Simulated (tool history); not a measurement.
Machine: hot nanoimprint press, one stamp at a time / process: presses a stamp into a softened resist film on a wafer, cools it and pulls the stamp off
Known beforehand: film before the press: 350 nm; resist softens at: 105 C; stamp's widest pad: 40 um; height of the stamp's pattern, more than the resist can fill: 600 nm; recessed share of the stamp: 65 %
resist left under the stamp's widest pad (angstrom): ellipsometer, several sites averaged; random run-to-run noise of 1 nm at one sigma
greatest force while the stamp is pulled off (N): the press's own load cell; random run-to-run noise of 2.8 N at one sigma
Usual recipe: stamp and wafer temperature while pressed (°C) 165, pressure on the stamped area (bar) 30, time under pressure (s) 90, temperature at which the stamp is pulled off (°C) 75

run,day,stamp and wafer temperature while pressed (°C),pressure on the stamped area (bar),time under pressure (s),temperature at which the stamp is pulled off (°C),resist left under the stamp's widest pad (angstrom),greatest force while the stamp is pulled off (N)
1,0,165,30,90,75,1507,147
2,3.371,165,30,90,75,1508,166
3,5.204,165,30,90,75,1450,166
4,8.45,165,30,90,75,1467,181
5,11.958,165,30,90,75,1464,196
6,15.225,154,30,90,75,2444,208
7,17.642,154,30,90,75,2463,132
8,19.621,154,30,90,75,2463,142
9,22.525,154,30,90,75,2457,155
10,25.283,154,30,90,75,2457,164
11,27.046,165,30,90,75,1538,165
12,30.338,171,40.3,173,66,718,196
13,33.662,165,23.6,90,75,1659,187
14,36.796,176,23.6,90,70,1006,225
15,40.017,176,23.6,90,70,1034,149
16,42.854,168,29.9,90,70,1313,157
17,46.412,165,30,120,75,1362,160
18,49.667,167,30,90,75,1388,170
19,52.558,167,30,90,75,1389,191

Between the runs listed above, the log contained 5 entries, not reproduced here. Where in the sequence does each belong, and how does what the log doesn't record of the tool's condition differ from the listed run before to the listed run after?
Runs 2 to 3: plate thermocouple calibrated (day 5.1)
  true temperature over the reading, C: -1.13 -> -0.01; pressure that arrives at the usual setting, %: 99.87 -> 99.77; grip of the stamp's worn release coat, % over a new coat's: 24.6 -> 29.4
  measured less the result without the state, resist left under the stamp's widest pad (angstrom): +80 -> +3; greatest force while the stamp is pulled off (N): +36 -> +37
Runs 6 to 7: stamp cleaned and given a new release coat (day 16.133)
  true temperature over the reading, C: -0.55 -> -0.66; pressure that arrives at the usual setting, %: 99.26 -> 99.16; grip of the stamp's worn release coat, % over a new coat's: 58.8 -> 4
  measured less the result without the state, resist left under the stamp's widest pad (angstrom): +58 -> +69; greatest force while the stamp is pulled off (N): +78 -> +6
Runs 11 to 12: plate thermocouple calibrated (day 28.821)
  true temperature over the reading, C: -1.19 -> 0.1; pressure that arrives at the usual setting, %: 98.66 -> 98.51; grip of the stamp's worn release coat, % over a new coat's: 30 -> 39.1
  measured less the result without the state, resist left under the stamp's widest pad (angstrom): +94 -> +5; greatest force while the stamp is pulled off (N): +40 -> +55
Runs 14 to 15: stamp cleaned and given a new release coat (day 37.9)
  true temperature over the reading, C: -0.26 -> -0.41; pressure that arrives at the usual setting, %: 98.17 -> 98.01; grip of the stamp's worn release coat, % over a new coat's: 58.2 -> 5.7
  measured less the result without the state, resist left under the stamp's widest pad (angstrom): +19 -> +27; greatest force while the stamp is pulled off (N): +84 -> +9
Runs 17 to 18: press's hydraulic seals changed and the load cell set to zero (day 47.779)
  true temperature over the reading, C: -0.76 -> -0.92; pressure that arrives at the usual setting, %: 97.67 -> 99.65; grip of the stamp's worn release coat, % over a new coat's: 23.2 -> 31.5
  measured less the result without the state, resist left under the stamp's widest pad (angstrom): +66 -> +61; greatest force while the stamp is pulled off (N): +31 -> +43

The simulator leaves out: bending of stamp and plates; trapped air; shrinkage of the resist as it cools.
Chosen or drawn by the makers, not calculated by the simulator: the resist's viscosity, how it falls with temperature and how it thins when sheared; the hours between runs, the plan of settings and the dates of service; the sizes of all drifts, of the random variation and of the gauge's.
